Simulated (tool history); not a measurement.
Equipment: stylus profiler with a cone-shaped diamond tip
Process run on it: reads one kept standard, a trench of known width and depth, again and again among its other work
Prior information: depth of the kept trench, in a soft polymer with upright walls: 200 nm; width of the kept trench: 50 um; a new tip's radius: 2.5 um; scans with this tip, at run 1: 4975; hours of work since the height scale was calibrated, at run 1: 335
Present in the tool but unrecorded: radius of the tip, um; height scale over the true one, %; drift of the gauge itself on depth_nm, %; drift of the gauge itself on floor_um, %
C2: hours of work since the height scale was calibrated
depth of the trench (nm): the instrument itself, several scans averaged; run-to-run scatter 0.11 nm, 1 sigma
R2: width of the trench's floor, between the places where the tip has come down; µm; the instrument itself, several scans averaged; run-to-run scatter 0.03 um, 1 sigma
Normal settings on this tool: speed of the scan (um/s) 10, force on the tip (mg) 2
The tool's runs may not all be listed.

Run 1, hour 0: usual settings; scans with this tip 4975; C2 335. Result: depth of the trench (nm) 201.88, R2 47.37 µm.
Run 2, hour 12.7: usual settings; scans with this tip 5068; C2 341. Result: depth of the trench (nm) 201.78, R2 47.33 µm.
Run 3, hour 30: usual settings; scans with this tip 5196; C2 350. Result: depth of the trench (nm) 201.54, R2 47.3 µm.
Run 4, hour 50.7: usual settings; scans with this tip 5349; C2 360. Result: depth of the trench (nm) 201.63, R2 47.29 µm.
Run 5, hour 70.2: usual settings but speed of the scan (um/s) 15; scans with this tip 5492; C2 369. Result: depth of the trench (nm) 201.71, R2 47.26 µm.
Run 6, hour 85.2: usual settings; scans with this tip 5603; C2 377. Result: depth of the trench (nm) 201.79, R2 47.28 µm.
Run 7, hour 99.4: usual settings but force on the tip (mg) 1.17; scans with this tip 5707; C2 384. Result: depth of the trench (nm) 201.01, R2 47.26 µm.
Run 8, hour 112.1: usual settings but force on the tip (mg) 1.17; scans with this tip 5801; C2 390. Result: depth of the trench (nm) 201.14, R2 47.24 µm.
Run 9, hour 130.2: usual settings but force on the tip (mg) 1.17; scans with this tip 5935; C2 399. Result: depth of the trench (nm) 201.16, R2 47.16 µm.
Run 10, hour 146.6: usual settings but force on the tip (mg) 1.17; scans with this tip 6055; C2 407. Result: depth of the trench (nm) 201.22, R2 47.23 µm.
Run 11, hour 158.4: usual settings but force on the tip (mg) 0.9; scans with this tip 6142; C2 413. Result: depth of the trench (nm) 200.98, R2 47.21 µm.
Run 12, hour 182.5: usual settings but force on the tip (mg) 0.9; scans with this tip 6320; C2 425. Result: depth of the trench (nm) 200.85, R2 47.14 µm.
Run 13, hour 202.5: usual settings but force on the tip (mg) 0.9; scans with this tip 6467; C2 435. Result: depth of the trench (nm) 200.68, R2 47.16 µm.
Run 14, hour 216.3: usual settings but speed of the scan (um/s) 13; scans with this tip 6569; C2 442. Result: depth of the trench (nm) 201.86, R2 47.15 µm.
Run 15, hour 234.3: usual settings but speed of the scan (um/s) 13; scans with this tip 6702; C2 451. Result: depth of the trench (nm) 201.72, R2 47.15 µm.
Run 16, hour 258.9: usual settings; scans with this tip 6883; C2 463. Result: depth of the trench (nm) 201.6, R2 47.15 µm.
Run 17, hour 269.2: usual settings; scans with this tip 6959; C2 468. Result: depth of the trench (nm) 201.6, R2 47.13 µm.
Run 18, hour 287.4: usual settings; scans with this tip 7093; C2 477. Result: depth of the trench (nm) 201.65, R2 47.14 µm.
Run 19, hour 305: usual settings; scans with this tip 7222; C2 486. Result: depth of the trench (nm) 201.61, R2 47.11 µm.
Run 20, hour 321.9: usual settings but speed of the scan (um/s) 2, force on the tip (mg) 5.73; scans with this tip 7347; C2 494. Result: depth of the trench (nm) 203.86, R2 47.12 µm.
Run 21, hour 337.9: usual settings but speed of the scan (um/s) 11, force on the tip (mg) 1.1; scans with this tip 7465; C2 502. Result: depth of the trench (nm) 200.95, R2 47.08 µm.
Run 22, hour 353.7: usual settings but speed of the scan (um/s) 3, force on the tip (mg) 2.98; scans with this tip 7581; C2 510. Result: depth of the trench (nm) 202.41, R2 47.1 µm.
Run 23, hour 376.2: usual settings but speed of the scan (um/s) 3, force on the tip (mg) 1.79; scans with this tip 7747; C2 521. Result: depth of the trench (nm) 201.56, R2 47.1 µm.
Run 24, hour 398.2: usual settings but speed of the scan (um/s) 3, force on the tip (mg) 1.79; scans with this tip 7909; C2 532. Result: depth of the trench (nm) 201.61, R2 47.07 µm.
Run 25, hour 417.1: usual settings but speed of the scan (um/s) 3, force on the tip (mg) 0.85; scans with this tip 8048; C2 541. Result: depth of the trench (nm) 200.57, R2 47.07 µm.
Run 26, hour 431.4: usual settings but speed of the scan (um/s) 15, force on the tip (mg) 5.18; scans with this tip 8154; C2 548. Result: depth of the trench (nm) 203.57, R2 46.99 µm.
Run 27, hour 452.7: usual settings but speed of the scan (um/s) 15, force on the tip (mg) 5.18; scans with this tip 8310; C2 559. Result: depth of the trench (nm) 203.59, R2 47 µm.
Run 28, hour 476.1: usual settings but speed of the scan (um/s) 15, force on the tip (mg) 5.18; scans with this tip 8483; C2 571. Result: depth of the trench (nm) 203.62, R2 46.98 µm.
Run 29, hour 490.9: usual settings but speed of the scan (um/s) 15, force on the tip (mg) 5.18; scans with this tip 8592; C2 578. Result: depth of the trench (nm) 203.59, R2 46.99 µm.
Run 30, hour 509.3: usual settings but speed of the scan (um/s) 15, force on the tip (mg) 5.18; scans with this tip 8728; C2 587. Result: depth of the trench (nm) 203.41, R2 46.97 µm.
Run 31, hour 532.2: usual settings but speed of the scan (um/s) 8, force on the tip (mg) 3.04; scans with this tip 8897; C2 598. Result: depth of the trench (nm) 202.21, R2 46.94 µm.
Run 32, hour 556.4: usual settings but speed of the scan (um/s) 8, force on the tip (mg) 3.04; scans with this tip 9075; C2 610. Result: depth of the trench (nm) 202.1, R2 47 µm.
Run 33, hour 568.6: usual settings but speed of the scan (um/s) 8, force on the tip (mg) 3.04; scans with this tip 9165; C2 616. Result: depth of the trench (nm) 202.48, R2 46.96 µm.
Run 34, hour 593.7: usual settings but speed of the scan (um/s) 20, force on the tip (mg) 0.77; scans with this tip 9350; C2 629. Result: depth of the trench (nm) 200.46, R2 46.78 µm.

Here are 3 independent what-if runs from the current tool condition. What would each one return?
Run A, hour 607.6: usual settings but speed of the scan (um/s) 2, force on the tip (mg) 0.77; scans with this tip 9452; C2 636. Result: depth of the trench (nm) ?, R2 ?.
Run B, hour 607.6: usual settings but speed of the scan (um/s) 18; scans with this tip 9452; C2 636. Result: depth of the trench (nm) ?, R2 ?.
Run C, hour 607.6: usual settings but speed of the scan (um/s) 3, force on the tip (mg) 1.6; scans with this tip 9452; C2 636. Result: depth of the trench (nm) ?, R2 ?.

run  depth of the trench (nm)     R2
  A                    200.49  46.93
  B                    201.61  46.82
  C                    201.26  46.92
What these runs would have given with no unlogged condition in the tool:
run  depth of the trench (nm)     R2
  A                    201.14  48.03
  B                    202.27  47.92
  C                    201.92  48.02
